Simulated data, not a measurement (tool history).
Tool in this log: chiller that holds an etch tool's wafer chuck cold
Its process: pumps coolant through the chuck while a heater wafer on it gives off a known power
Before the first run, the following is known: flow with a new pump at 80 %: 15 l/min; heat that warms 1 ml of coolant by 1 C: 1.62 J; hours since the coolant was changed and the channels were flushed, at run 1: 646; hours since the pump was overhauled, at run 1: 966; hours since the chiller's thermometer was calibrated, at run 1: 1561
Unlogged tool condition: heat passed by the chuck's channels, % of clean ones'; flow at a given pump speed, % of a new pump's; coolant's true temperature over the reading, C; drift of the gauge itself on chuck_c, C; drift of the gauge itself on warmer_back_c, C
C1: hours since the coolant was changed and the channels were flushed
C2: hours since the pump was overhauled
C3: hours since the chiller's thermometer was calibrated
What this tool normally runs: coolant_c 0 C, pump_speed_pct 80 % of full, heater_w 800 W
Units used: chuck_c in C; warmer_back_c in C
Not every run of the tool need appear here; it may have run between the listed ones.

run 1 hour=0.0 | coolant_c=0 pump_speed_pct=80 heater_w=800 | C1=646 C2=966 C3=1561 | chuck_c=7.7 warmer_back_c=1.95
run 2 hour=23.9 | coolant_c=0 pump_speed_pct=80 heater_w=800 | C1=669 C2=990 C3=1585 | chuck_c=7.7 warmer_back_c=1.99
run 3 hour=73.8 | coolant_c=0 pump_speed_pct=80 heater_w=800 | C1=719 C2=1040 C3=1635 | chuck_c=7.6 warmer_back_c=2.00
run 4 hour=124.0 | coolant_c=0 pump_speed_pct=80 heater_w=431 | C1=770 C2=1090 C3=1685 | chuck_c=4.3 warmer_back_c=1.08
run 5 hour=177.7 | coolant_c=0 pump_speed_pct=80 heater_w=431 | C1=823 C2=1144 C3=1739 | chuck_c=4.3 warmer_back_c=1.06
run 6 hour=227.1 | coolant_c=0 pump_speed_pct=80 heater_w=431 | C1=873 C2=1193 C3=1788 | chuck_c=4.1 warmer_back_c=1.10
run 7 hour=260.8 | coolant_c=7 pump_speed_pct=61 heater_w=431 | C1=906 C2=1227 C3=1822 | chuck_c=12.0 warmer_back_c=1.46
run 8 hour=296.3 | coolant_c=-8 pump_speed_pct=80 heater_w=800 | C1=942 C2=1263 C3=1858 | chuck_c=-0.2 warmer_back_c=2.01
run 9 hour=321.5 | coolant_c=2 pump_speed_pct=97 heater_w=604 | C1=967 C2=1288 C3=1883 | chuck_c=7.2 warmer_back_c=1.25
run 10 hour=367.5 | coolant_c=2 pump_speed_pct=97 heater_w=604 | C1=1013 C2=1334 C3=1929 | chuck_c=7.2 warmer_back_c=1.27
run 11 hour=394.8 | coolant_c=5 pump_speed_pct=93 heater_w=696 | C1=1040 C2=1361 C3=1956 | chuck_c=11.1 warmer_back_c=1.53

Predict each of these 3 candidate next runs independently; none follows another, all start after run 11:
run A hour=417.3 | coolant_c=7 pump_speed_pct=71 heater_w=549 | C1=1063 C2=1384 C3=1979 | chuck_c=? warmer_back_c=?
run B hour=417.3 | coolant_c=-7 pump_speed_pct=75 heater_w=481 | C1=1063 C2=1384 C3=1979 | chuck_c=? warmer_back_c=?
run C hour=417.3 | coolant_c=0 pump_speed_pct=90 heater_w=1045 | C1=1063 C2=1384 C3=1979 | chuck_c=? warmer_back_c=?

run=A chuck_c=12.8 warmer_back_c=1.61
run=B chuck_c=-2.1 warmer_back_c=1.34
run=C chuck_c=9.4 warmer_back_c=2.32
With no hidden state in the tool, these same runs would have given:
run=A chuck_c=12.8 warmer_back_c=1.55
run=B chuck_c=-2.1 warmer_back_c=1.28
run=C chuck_c=9.4 warmer_back_c=2.25

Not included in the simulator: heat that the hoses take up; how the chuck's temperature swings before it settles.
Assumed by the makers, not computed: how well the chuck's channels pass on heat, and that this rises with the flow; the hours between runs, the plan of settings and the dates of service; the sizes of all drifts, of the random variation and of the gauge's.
